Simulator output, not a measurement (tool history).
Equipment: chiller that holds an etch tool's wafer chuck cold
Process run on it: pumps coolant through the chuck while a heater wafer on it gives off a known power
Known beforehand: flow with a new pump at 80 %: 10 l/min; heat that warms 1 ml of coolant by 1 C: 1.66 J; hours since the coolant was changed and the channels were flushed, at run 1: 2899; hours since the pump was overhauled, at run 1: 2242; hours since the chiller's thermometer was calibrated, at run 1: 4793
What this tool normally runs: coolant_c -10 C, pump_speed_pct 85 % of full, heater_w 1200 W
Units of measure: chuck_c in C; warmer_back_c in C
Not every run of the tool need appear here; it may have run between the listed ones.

run	hour	coolant_c	pump_speed_pct	heater_w	hours since the coolant was changed and the channels were flushed	hours since the pump was overhauled	hours since the chiller's thermometer was calibrated	chuck_c	warmer_back_c
1	0	-10	85	1200	2899	2242	4793	-1.2	4.29
2	41.1	-10	85	1473	2940	2283	4835	1.1	5.35
3	90.4	-10	85	1200	2989	2332	4884	-1	4.3
4	145	-10	85	1200	3044	2387	4938	-0.9	4.38
5	182.8	-18	85	1200	3081	2425	4976	-9.1	4.33
6	224	-18	85	1200	3123	2466	5017	-8.9	4.34
7	273	-12	85	1200	3172	2515	5067	-2.9	4.36
8	346.8	-12	85	1200	3246	2589	5140	-2.9	4.38
9	413.4	-12	85	1200	3312	2655	5207	-2.9	4.4
10	475.2	-12	85	1200	3374	2717	5269	-2.8	4.4
11	537.7	-6	85	1200	3436	2780	5331	3.1	4.36
12	576.1	-6	85	1200	3475	2818	5370	3.4	4.33
13	623.2	-3	85	1200	3522	2865	5417	6.2	4.45
14	664.9	-10	85	1200	3564	2907	5458	-0.8	4.41
15	726.1	-10	85	1200	3625	2968	5520	-0.7	4.45
16	763.9	-10	85	1200	3663	3006	5557	-0.7	4.38
17	818.4	-10	62	616	3717	3060	5612	-3.4	3.25
18	887.9	-10	62	616	3787	3130	5681	-3.5	3.31
19	929.3	0	70	953	3828	3171	5723	9.1	4.42
# hour 967.3: coolant changed, channels flushed
20	998.4	0	70	953	31	3234	5786	7.9	4.42
21	1074	-12	72	1480	107	3310	5861	0.4	6.63
# hour 1116.9: chiller's thermometer calibrated
22	1140.1	-12	62	987	172	3375	23	-1.5	5.27
23	1182	-17	98	1467	214	3417	65	-7.5	4.71
24	1220.3	-17	98	1733	252	3455	103	-5.8	5.5
25	1279.7	-6	76	1319	311	3515	163	5.1	5.63
26	1343.8	-6	76	1319	376	3579	227	5.1	5.6
27	1398	-15	87	1309	430	3633	281	-5.4	4.86
28	1448.2	-15	68	1309	480	3683	331	-2.5	6.4
29	1488.9	-15	90	1327	521	3724	372	-5.4	4.72
30	1534.4	-8	85	1242	566	3769	418	1.4	4.72
31	1576.2	-9	64	1242	608	3811	459	3.8	6.46
32	1649.1	-9	64	1242	681	3884	532	3.8	6.57

Entry by entry between the runs, the difference in hidden state between the last listed run before and the first listed run after:
In the gap between runs 19 and 20: coolant changed, channels flushed (hour 967.3)
  heat passed by the chuck's channels, % of clean ones': 82.8 -> 99.4; flow at a given pump speed, % of a new pump's: 90.6 -> 90.4
  measured value less the no-hidden-state value, chuck_c: +1.3 -> +0.2 C; warmer_back_c: +0.41 -> +0.43 C
In the gap between runs 21 and 22: chiller's thermometer calibrated (hour 1116.9)
  heat passed by the chuck's channels, % of clean ones': 99.1 -> 98.8; flow at a given pump speed, % of a new pump's: 90.2 -> 90.1; coolant's true temperature over the reading, C: -0.64 -> 0.03
  measured value less the no-hidden-state value, chuck_c: +0.6 -> +1.1 C; warmer_back_c: +0.65 -> +0.53 C

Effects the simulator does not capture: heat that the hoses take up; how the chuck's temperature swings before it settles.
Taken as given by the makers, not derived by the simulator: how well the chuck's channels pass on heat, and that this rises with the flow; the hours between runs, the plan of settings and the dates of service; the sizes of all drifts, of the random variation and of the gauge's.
